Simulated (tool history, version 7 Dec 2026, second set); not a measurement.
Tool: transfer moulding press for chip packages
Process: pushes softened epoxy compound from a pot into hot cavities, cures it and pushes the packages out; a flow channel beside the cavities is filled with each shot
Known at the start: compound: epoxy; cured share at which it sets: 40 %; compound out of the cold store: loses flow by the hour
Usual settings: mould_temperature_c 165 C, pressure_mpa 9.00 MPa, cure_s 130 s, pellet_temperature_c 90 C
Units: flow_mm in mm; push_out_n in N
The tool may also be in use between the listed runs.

run   hour  mould_temperature_c  pressure_mpa  cure_s  pellet_temperature_c  incoming compound's hours out of the cold store  flow_mm  push_out_n
  1    0.0                  165          9.00     130                    90                                             22.8      713         535
      16.9  -- cavities cleaned with cleaning compound and waxed
  2   27.3                  165          9.00     130                    90                                             25.1      704         531
  3   46.8                  165          9.00     134                    90                                             20.9      726         525
  4   67.5                  165          9.00     134                    90                                             44.8      681         497
      75.5  -- cavities cleaned with cleaning compound and waxed
  5   94.6                  165          9.00     134                    90                                             14.6      728         533
  6  111.9                  165          9.00     118                    90                                             42.6      688         570
  7  132.3                  165          9.00     136                    90                                             22.0      717         494
     135.1  -- cavities cleaned with cleaning compound and waxed
  8  159.6                  165          9.00     136                    90                                             23.7      712         500
  9  178.2                  165          9.00     136                    90                                             16.4      724         522
     194.5  -- cavities cleaned with cleaning compound and waxed
 10  196.0                  165          8.39     130                    90                                             41.1      661         517
 11  214.3                  170          9.53     115                    95                                              9.7      750         507
 12  229.5                  170          9.12     132                    95                                             47.4      669         462
 13  247.2                  170          9.12     132                    95                                              8.7      724         449
     254.1  -- cavities cleaned with cleaning compound and waxed
 14  268.2                  170          9.12     132                    95                                             13.7      722         455
 15  294.0                  170          9.00     116                    90                                             41.1      667         497
     314.4  -- cavities cleaned with cleaning compound and waxed
 16  314.6                  170          8.90     119                    90                                             16.1      712         496
 17  335.6                  171          9.00     130                    90                                             29.7      693         462
 18  358.0                  170          9.00     136                    90                                             23.0      701         466
     362.8  -- plunger's sealing rings changed
     377.2  -- cavities cleaned with cleaning compound and waxed
 19  381.8                  165          9.00     130                    86                                             26.2      716         529

Forecast each of these 4 alternatives for the next run:
  A  403.5                  165         10.08     130                    86                                             17.9        ?           ?
  B  403.5                  166         10.51     130                    86                                             19.4        ?           ?
  C  403.5                  159          9.00     130                    90                                             29.0        ?           ?
  D  403.5                  165          9.00     130                    86                                              9.9        ?           ?

run  flow_mm  push_out_n
  A      761         545
  B      776         509
  C      718         747
  D      735         529
Without the tool's hidden state the same runs would have given:
run  flow_mm  push_out_n
  A      761         542
  B      776         506
  C      718         744
  D      735         526
